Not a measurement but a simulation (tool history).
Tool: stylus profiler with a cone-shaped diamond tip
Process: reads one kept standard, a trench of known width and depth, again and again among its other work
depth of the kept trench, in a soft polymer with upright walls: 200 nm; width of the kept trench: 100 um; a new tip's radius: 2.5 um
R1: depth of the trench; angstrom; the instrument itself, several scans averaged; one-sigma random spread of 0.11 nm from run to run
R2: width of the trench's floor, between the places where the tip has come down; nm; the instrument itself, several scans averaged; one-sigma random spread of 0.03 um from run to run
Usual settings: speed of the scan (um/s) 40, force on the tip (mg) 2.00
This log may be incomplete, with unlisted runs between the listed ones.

{"run": 1, "hour": 0.0, "speed of the scan (um/s)": 40, "force on the tip (mg)": 2.0, "R1": 2018.9, "R2": 96740}
{"run": 2, "hour": 118.7, "speed of the scan (um/s)": 40, "force on the tip (mg)": 1.44, "R1": 2012.8, "R2": 96650}
{"run": 3, "hour": 212.0, "speed of the scan (um/s)": 40, "force on the tip (mg)": 1.44, "R1": 2009.6, "R2": 96690}
{"run": 4, "hour": 274.5, "speed of the scan (um/s)": 40, "force on the tip (mg)": 1.44, "R1": 2009.7, "R2": 96610}
{"hour": 333.8, "done": "new tip fitted, height scale calibrated"}
{"run": 5, "hour": 345.3, "speed of the scan (um/s)": 40, "force on the tip (mg)": 1.44, "R1": 2019.4, "R2": 97780}
{"run": 6, "hour": 404.6, "speed of the scan (um/s)": 40, "force on the tip (mg)": 1.44, "R1": 2015.6, "R2": 97760}
{"run": 7, "hour": 508.4, "speed of the scan (um/s)": 40, "force on the tip (mg)": 1.44, "R1": 2016.3, "R2": 97670}
{"run": 8, "hour": 590.2, "speed of the scan (um/s)": 40, "force on the tip (mg)": 1.44, "R1": 2016.5, "R2": 97700}
{"run": 9, "hour": 707.2, "speed of the scan (um/s)": 40, "force on the tip (mg)": 1.44, "R1": 2017.5, "R2": 97670}
{"run": 10, "hour": 799.8, "speed of the scan (um/s)": 40, "force on the tip (mg)": 1.44, "R1": 2015.6, "R2": 97590}
{"run": 11, "hour": 919.5, "speed of the scan (um/s)": 40, "force on the tip (mg)": 1.44, "R1": 2015.0, "R2": 97530}
{"run": 12, "hour": 1010.4, "speed of the scan (um/s)": 40, "force on the tip (mg)": 2.0, "R1": 2019.0, "R2": 97630}
{"run": 13, "hour": 1076.3, "speed of the scan (um/s)": 35, "force on the tip (mg)": 2.0, "R1": 2019.6, "R2": 97510}
{"run": 14, "hour": 1164.3, "speed of the scan (um/s)": 10, "force on the tip (mg)": 0.82, "R1": 2007.4, "R2": 97590}
{"run": 15, "hour": 1221.8, "speed of the scan (um/s)": 55, "force on the tip (mg)": 0.85, "R1": 2008.6, "R2": 97310}
{"run": 16, "hour": 1294.8, "speed of the scan (um/s)": 55, "force on the tip (mg)": 0.85, "R1": 2007.7, "R2": 97210}
{"run": 17, "hour": 1363.4, "speed of the scan (um/s)": 55, "force on the tip (mg)": 0.85, "R1": 2007.6, "R2": 97240}
{"run": 18, "hour": 1434.5, "speed of the scan (um/s)": 11, "force on the tip (mg)": 2.55, "R1": 2022.2, "R2": 97560}
{"run": 19, "hour": 1512.6, "speed of the scan (um/s)": 34, "force on the tip (mg)": 1.05, "R1": 2007.9, "R2": 97390}
{"run": 20, "hour": 1598.0, "speed of the scan (um/s)": 17, "force on the tip (mg)": 4.89, "R1": 2035.9, "R2": 97560}
{"hour": 1691.1, "done": "height scale calibrated on a step standard"}
{"run": 21, "hour": 1691.1, "speed of the scan (um/s)": 108, "force on the tip (mg)": 0.95, "R1": 2012.6, "R2": 96760}
{"run": 22, "hour": 1760.3, "speed of the scan (um/s)": 115, "force on the tip (mg)": 0.95, "R1": 2013.3, "R2": 96630}
{"run": 23, "hour": 1834.8, "speed of the scan (um/s)": 20, "force on the tip (mg)": 1.32, "R1": 2017.4, "R2": 97380}

What does the tool deliver on the next run?
{"run": 24, "hour": 1962.7, "speed of the scan (um/s)": 44, "force on the tip (mg)": 1.95, "R1": "?", "R2": "?"}

{"run 24": {"R1": 2021.7, "R2": 97250}}
The same run, on a tool lacking any hidden state, would have yielded R1 2023.2 angstrom, R2 97810 nm.

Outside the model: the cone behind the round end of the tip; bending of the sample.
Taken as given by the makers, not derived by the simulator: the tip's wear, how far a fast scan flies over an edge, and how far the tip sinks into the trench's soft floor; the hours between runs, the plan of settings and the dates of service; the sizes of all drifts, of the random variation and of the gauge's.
